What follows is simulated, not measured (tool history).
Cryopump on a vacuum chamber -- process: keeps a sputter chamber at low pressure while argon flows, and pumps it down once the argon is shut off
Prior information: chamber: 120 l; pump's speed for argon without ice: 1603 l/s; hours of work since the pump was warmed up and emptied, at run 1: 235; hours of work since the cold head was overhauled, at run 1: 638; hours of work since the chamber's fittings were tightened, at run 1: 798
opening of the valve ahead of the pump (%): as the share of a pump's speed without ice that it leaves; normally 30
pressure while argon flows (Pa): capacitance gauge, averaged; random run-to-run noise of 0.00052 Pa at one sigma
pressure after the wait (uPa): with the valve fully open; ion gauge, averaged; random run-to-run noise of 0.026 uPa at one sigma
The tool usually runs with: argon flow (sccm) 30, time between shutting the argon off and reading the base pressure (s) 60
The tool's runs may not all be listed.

| run | day | argon flow (sccm) | time between shutting the argon off and reading the base pressure (s) | opening of the valve ahead of the pump (%) | hours of work since the pump was warmed up and emptied | hours of work since the cold head was overhauled | hours of work since the chamber's fittings were tightened | pressure while argon flows (Pa) | pressure after the wait (uPa) |
|---|---|---|---|---|---|---|---|---|---|
| 1 | 0.000 | 30 | 60 | 30 | 235 | 638 | 798 | 0.1093 | 2.05 |
| 2 | 2.950 | 30 | 60 | 30 | 264 | 668 | 828 | 0.1087 | 2.04 |
| 3 | 4.512 | 30 | 60 | 30 | 280 | 684 | 844 | 0.1080 | 2.07 |
| 4 | 7.308 | 38 | 60 | 30 | 308 | 712 | 872 | 0.1394 | 2.18 |
| 5 | 9.054 | 38 | 60 | 30 | 326 | 730 | 890 | 0.1388 | 2.16 |
| 6 | 10.300 | 30 | 206 | 30 | 339 | 742 | 902 | 0.1103 | 1.51 |
| 7 | 12.992 | 30 | 206 | 30 | 366 | 769 | 929 | 0.1103 | 1.58 |
| 8 | 14.467 | 59 | 60 | 30 | 381 | 784 | 944 | 0.2167 | 2.32 |
| 9 | 15.921 | 17 | 60 | 30 | 395 | 799 | 959 | 0.0626 | 2.23 |
|  | 17.033 | pump warmed up, emptied and cooled again |
| 10 | 18.442 | 17 | 60 | 30 | 14 | 822 | 982 | 0.0597 | 2.15 |
| 11 | 20.033 | 17 | 60 | 30 | 30 | 838 | 998 | 0.0602 | 2.08 |
| 12 | 22.588 | 17 | 60 | 30 | 56 | 864 | 1024 | 0.0595 | 2.20 |
| 13 | 24.192 | 17 | 60 | 30 | 72 | 880 | 1040 | 0.0607 | 2.23 |
| 14 | 26.204 | 30 | 60 | 30 | 93 | 901 | 1061 | 0.1070 | 2.26 |
| 15 | 29.029 | 45 | 125 | 44 | 121 | 929 | 1089 | 0.1098 | 1.81 |
| 16 | 31.279 | 45 | 125 | 44 | 144 | 952 | 1112 | 0.1109 | 1.82 |
| 17 | 33.742 | 45 | 125 | 44 | 169 | 977 | 1137 | 0.1115 | 1.84 |
| 18 | 35.583 | 31 | 64 | 25 | 187 | 995 | 1155 | 0.1342 | 2.30 |
| 19 | 36.792 | 31 | 64 | 25 | 200 | 1008 | 1168 | 0.1332 | 2.38 |
| 20 | 38.921 | 30 | 37 | 30 | 221 | 1029 | 1189 | 0.1080 | 3.05 |
| 21 | 40.350 | 41 | 124 | 43 | 235 | 1044 | 1204 | 0.1046 | 1.94 |
| 22 | 41.883 | 41 | 124 | 43 | 251 | 1059 | 1219 | 0.1054 | 2.01 |
| 23 | 43.533 | 41 | 124 | 43 | 268 | 1076 | 1236 | 0.1057 | 1.98 |
| 24 | 45.908 | 41 | 124 | 43 | 292 | 1100 | 1260 | 0.1049 | 2.06 |
| 25 | 48.633 | 23 | 124 | 29 | 319 | 1127 | 1287 | 0.0870 | 2.04 |
| 26 | 50.450 | 12 | 259 | 51 | 337 | 1146 | 1306 | 0.0270 | 1.92 |
| 27 | 53.000 | 13 | 259 | 46 | 363 | 1171 | 1331 | 0.0328 | 1.98 |
|  | 53.729 | leaking fittings of the chamber tightened, without venting |
| 28 | 55.067 | 26 | 60 | 31 | 383 | 1191 | 14 | 0.0931 | 1.22 |

Hidden state at the last listed run before each entry between runs and at the first one after, where it differs:
After run 9, before run 10: pump warmed up, emptied and cooled again (day 17.033)
  pump's speed, % of a pump's without ice: 86.2 -> 98.8; leak into the chamber, uPa l/s: 1836 -> 1870
  the result without the hidden state subtracted from the measured one, pressure while argon flows (Pa): +0.0030 -> +0.0003; pressure after the wait (uPa): +1.11 -> +1.00
After run 27, before run 28: leaking fittings of the chamber tightened, without venting (day 53.729)
  pump's speed, % of a pump's without ice: 87.5 -> 86.8; cold plate's temperature, K: 12.42 -> 12.43; leak into the chamber, uPa l/s: 2407 -> 353
  the result without the hidden state subtracted from the measured one, pressure while argon flows (Pa): +0.0021 -> +0.0045; pressure after the wait (uPa): +1.56 -> +0.07

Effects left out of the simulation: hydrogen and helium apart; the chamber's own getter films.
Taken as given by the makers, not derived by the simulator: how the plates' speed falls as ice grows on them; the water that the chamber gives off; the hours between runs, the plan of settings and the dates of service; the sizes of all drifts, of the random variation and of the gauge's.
